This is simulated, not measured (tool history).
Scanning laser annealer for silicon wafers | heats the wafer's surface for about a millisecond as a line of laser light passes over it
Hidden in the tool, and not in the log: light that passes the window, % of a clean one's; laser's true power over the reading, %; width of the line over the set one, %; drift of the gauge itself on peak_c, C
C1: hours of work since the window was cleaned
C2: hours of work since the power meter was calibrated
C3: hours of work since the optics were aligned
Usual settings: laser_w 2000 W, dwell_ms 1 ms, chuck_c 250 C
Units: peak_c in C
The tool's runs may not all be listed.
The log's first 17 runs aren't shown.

{"run": 18, "hour": 219.2, "laser_w": 2000, "dwell_ms": 1, "chuck_c": 248, "C1": 273, "C2": 241, "C3": 66, "peak_c": 1003}
{"run": 19, "hour": 237.1, "laser_w": 2000, "dwell_ms": 1, "chuck_c": 250, "C1": 280, "C2": 248, "C3": 73, "peak_c": 1004}
{"run": 20, "hour": 253.2, "laser_w": 2000, "dwell_ms": 1, "chuck_c": 250, "C1": 287, "C2": 255, "C3": 80, "peak_c": 1001}
{"run": 21, "hour": 263.9, "laser_w": 2000, "dwell_ms": 1, "chuck_c": 263, "C1": 292, "C2": 260, "C3": 84, "peak_c": 1016}
{"run": 22, "hour": 278.0, "laser_w": 2170, "dwell_ms": 0.91, "chuck_c": 282, "C1": 297, "C2": 266, "C3": 90, "peak_c": 1062}
{"run": 23, "hour": 291.5, "laser_w": 2000, "dwell_ms": 0.78, "chuck_c": 243, "C1": 303, "C2": 271, "C3": 96, "peak_c": 906}
{"run": 24, "hour": 303.0, "laser_w": 2162, "dwell_ms": 0.8, "chuck_c": 234, "C1": 308, "C2": 276, "C3": 101, "peak_c": 966}
{"run": 25, "hour": 316.8, "laser_w": 2117, "dwell_ms": 0.85, "chuck_c": 275, "C1": 314, "C2": 282, "C3": 107, "peak_c": 1007}
{"run": 26, "hour": 328.2, "laser_w": 1882, "dwell_ms": 0.77, "chuck_c": 213, "C1": 319, "C2": 287, "C3": 111, "peak_c": 831}
{"run": 27, "hour": 340.1, "laser_w": 1882, "dwell_ms": 1.04, "chuck_c": 227, "C1": 324, "C2": 292, "C3": 116, "peak_c": 947}
{"run": 28, "hour": 357.9, "laser_w": 2138, "dwell_ms": 1, "chuck_c": 289, "C1": 331, "C2": 299, "C3": 124, "peak_c": 1090}
{"hour": 369.0, "done": "window over the wafer cleaned"}
{"run": 29, "hour": 374.6, "laser_w": 2042, "dwell_ms": 1.08, "chuck_c": 259, "C1": 2, "C2": 305, "C3": 130, "peak_c": 1070}
{"run": 30, "hour": 387.1, "laser_w": 2138, "dwell_ms": 0.84, "chuck_c": 278, "C1": 8, "C2": 311, "C3": 135, "peak_c": 1031}
{"run": 31, "hour": 406.1, "laser_w": 2000, "dwell_ms": 0.95, "chuck_c": 270, "C1": 16, "C2": 318, "C3": 143, "peak_c": 1017}
{"run": 32, "hour": 422.8, "laser_w": 2000, "dwell_ms": 0.95, "chuck_c": 270, "C1": 23, "C2": 326, "C3": 150, "peak_c": 1016}

The next listed run, before its measurement:
{"run": 33, "hour": 433.6, "laser_w": 1884, "dwell_ms": 0.95, "chuck_c": 270, "C1": 27, "C2": 330, "C3": 155, "peak_c": "?"}

{"run 33": {"peak_c": 975}}
Without the tool's hidden state the same run would have given peak_c 978 C.

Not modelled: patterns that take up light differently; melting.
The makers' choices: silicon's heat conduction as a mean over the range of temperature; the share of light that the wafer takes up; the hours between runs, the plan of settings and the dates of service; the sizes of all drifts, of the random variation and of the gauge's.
